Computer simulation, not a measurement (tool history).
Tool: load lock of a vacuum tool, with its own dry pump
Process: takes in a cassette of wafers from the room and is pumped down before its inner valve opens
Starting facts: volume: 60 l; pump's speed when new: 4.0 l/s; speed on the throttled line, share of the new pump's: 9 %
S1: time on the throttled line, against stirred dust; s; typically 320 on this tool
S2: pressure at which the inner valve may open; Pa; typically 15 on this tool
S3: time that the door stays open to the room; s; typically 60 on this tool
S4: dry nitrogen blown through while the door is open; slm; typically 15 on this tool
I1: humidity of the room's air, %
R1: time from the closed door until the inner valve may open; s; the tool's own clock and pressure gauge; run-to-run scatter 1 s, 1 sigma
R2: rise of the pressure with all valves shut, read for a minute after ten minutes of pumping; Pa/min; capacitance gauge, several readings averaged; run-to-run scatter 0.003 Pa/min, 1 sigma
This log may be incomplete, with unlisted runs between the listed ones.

{"run": 1, "day": 0.0, "S1": 320, "S2": 15, "S3": 60, "S4": 15, "I1": 42.9, "R1": 430.9, "R2": 0.113}
{"run": 2, "day": 6.562, "S1": 320, "S2": 15, "S3": 60, "S4": 15, "I1": 46.9, "R1": 431.2, "R2": 0.115}
{"run": 3, "day": 14.012, "S1": 320, "S2": 15, "S3": 60, "S4": 15, "I1": 46.2, "R1": 430.7, "R2": 0.119}
{"run": 4, "day": 21.75, "S1": 320, "S2": 15, "S3": 60, "S4": 15, "I1": 44.8, "R1": 431.7, "R2": 0.118}
{"run": 5, "day": 31.138, "S1": 320, "S2": 15, "S3": 60, "S4": 15, "I1": 43.4, "R1": 430.9, "R2": 0.122}
{"run": 6, "day": 38.15, "S1": 320, "S2": 15, "S3": 60, "S4": 15, "I1": 44.6, "R1": 432.2, "R2": 0.119}
{"run": 7, "day": 44.233, "S1": 320, "S2": 15, "S3": 60, "S4": 15, "I1": 42.6, "R1": 431.7, "R2": 0.118}
{"run": 8, "day": 50.979, "S1": 320, "S2": 15, "S3": 60, "S4": 15, "I1": 40.4, "R1": 431.6, "R2": 0.12}
{"run": 9, "day": 59.742, "S1": 320, "S2": 15, "S3": 60, "S4": 15, "I1": 44.6, "R1": 433.8, "R2": 0.125}
{"run": 10, "day": 69.771, "S1": 320, "S2": 15, "S3": 60, "S4": 15, "I1": 45.0, "R1": 432.4, "R2": 0.127}
{"run": 11, "day": 74.3, "S1": 320, "S2": 15, "S3": 60, "S4": 15, "I1": 46.5, "R1": 433.4, "R2": 0.136}
{"run": 12, "day": 80.133, "S1": 320, "S2": 15, "S3": 60, "S4": 15, "I1": 47.1, "R1": 433.6, "R2": 0.127}
{"run": 13, "day": 88.792, "S1": 320, "S2": 15, "S3": 60, "S4": 15, "I1": 48.6, "R1": 434.3, "R2": 0.131}
{"run": 14, "day": 98.617, "S1": 320, "S2": 15, "S3": 60, "S4": 15, "I1": 45.7, "R1": 435.1, "R2": 0.129}
{"run": 15, "day": 103.362, "S1": 320, "S2": 15, "S3": 60, "S4": 15, "I1": 45.5, "R1": 432.2, "R2": 0.136}
{"run": 16, "day": 108.012, "S1": 320, "S2": 15, "S3": 60, "S4": 15, "I1": 48.8, "R1": 434.4, "R2": 0.145}
{"run": 17, "day": 113.692, "S1": 320, "S2": 15, "S3": 60, "S4": 15, "I1": 46.4, "R1": 432.6, "R2": 0.139}
{"run": 18, "day": 119.371, "S1": 320, "S2": 15, "S3": 60, "S4": 15, "I1": 45.2, "R1": 434.8, "R2": 0.135}
{"run": 19, "day": 125.896, "S1": 320, "S2": 15, "S3": 30, "S4": 36, "I1": 44.4, "R1": 434.7, "R2": 0.114}
{"run": 20, "day": 135.758, "S1": 259, "S2": 15, "S3": 60, "S4": 7, "I1": 42.5, "R1": 378.3, "R2": 0.155}
{"run": 21, "day": 141.725, "S1": 259, "S2": 15, "S3": 60, "S4": 7, "I1": 44.8, "R1": 379.6, "R2": 0.145}
{"run": 22, "day": 151.188, "S1": 259, "S2": 15, "S3": 60, "S4": 7, "I1": 46.9, "R1": 378.4, "R2": 0.161}
{"run": 23, "day": 158.096, "S1": 259, "S2": 15, "S3": 60, "S4": 7, "I1": 46.1, "R1": 380.7, "R2": 0.161}
{"run": 24, "day": 163.092, "S1": 259, "S2": 15, "S3": 60, "S4": 7, "I1": 44.0, "R1": 381.2, "R2": 0.156}
{"run": 25, "day": 169.029, "S1": 289, "S2": 28, "S3": 102, "S4": 35, "I1": 46.8, "R1": 396.6, "R2": 0.147}
{"run": 26, "day": 176.138, "S1": 320, "S2": 11, "S3": 187, "S4": 15, "I1": 43.5, "R1": 443.5, "R2": 0.186}
{"run": 27, "day": 181.792, "S1": 320, "S2": 17, "S3": 49, "S4": 28, "I1": 47.0, "R1": 432.0, "R2": 0.136}
{"run": 28, "day": 187.942, "S1": 166, "S2": 24, "S3": 159, "S4": 7, "I1": 39.3, "R1": 289.5, "R2": 0.193}
{"run": 29, "day": 197.875, "S1": 166, "S2": 24, "S3": 92, "S4": 42, "I1": 44.3, "R1": 290.0, "R2": 0.141}
{"run": 30, "day": 207.267, "S1": 320, "S2": 20, "S3": 60, "S4": 15, "I1": 45.5, "R1": 430.4, "R2": 0.16}
{"run": 31, "day": 212.712, "S1": 320, "S2": 20, "S3": 60, "S4": 15, "I1": 44.4, "R1": 429.6, "R2": 0.162}
{"run": 32, "day": 221.183, "S1": 320, "S2": 15, "S3": 33, "S4": 10, "I1": 44.7, "R1": 437.8, "R2": 0.154}
{"run": 33, "day": 230.158, "S1": 320, "S2": 15, "S3": 33, "S4": 10, "I1": 45.8, "R1": 437.1, "R2": 0.155}
{"run": 34, "day": 239.358, "S1": 320, "S2": 15, "S3": 33, "S4": 10, "I1": 46.8, "R1": 438.8, "R2": 0.157}
{"run": 35, "day": 246.8, "S1": 320, "S2": 15, "S3": 33, "S4": 10, "I1": 46.0, "R1": 439.2, "R2": 0.16}
{"run": 36, "day": 255.1, "S1": 320, "S2": 15, "S3": 33, "S4": 10, "I1": 46.5, "R1": 439.0, "R2": 0.169}

Hidden state or all else? Some run-to-run changes of R1, split into what the settings, what came in and random variation would give without the hidden state, and what is left for the hidden state (with any gauge scatter that isn't in both results):
Hidden state at play: pump's speed, % of a new pump's; leak at the door's seal, Pa l/s; drift of the gauge itself on ready_s, %; drift of the gauge itself on rise_pa_min, %.
Run 19 -> 20: S1 320 -> 259, S3 30 -> 60, S4 36 -> 7. R1 -56.4 s: hidden state +0.5, all else -56.9.
Run 24 -> 25: S1 259 -> 289, S2 15 -> 28, S3 60 -> 102, S4 7 -> 35. R1 +15.4 s: hidden state -1.0, all else +16.4.
Run 25 -> 26: S1 289 -> 320, S2 28 -> 11, S3 102 -> 187, S4 35 -> 15. R1 +46.9 s: hidden state +1.3, all else +45.6.
Run 27 -> 28: S1 320 -> 166, S2 17 -> 24, S3 49 -> 159, S4 28 -> 7. R1 -142.5 s: hidden state +1.5, all else -144.0.
Run 29 -> 30: S1 166 -> 320, S2 24 -> 20, S3 92 -> 60, S4 42 -> 15. R1 +140.4 s: hidden state -0.8, all else +141.2.
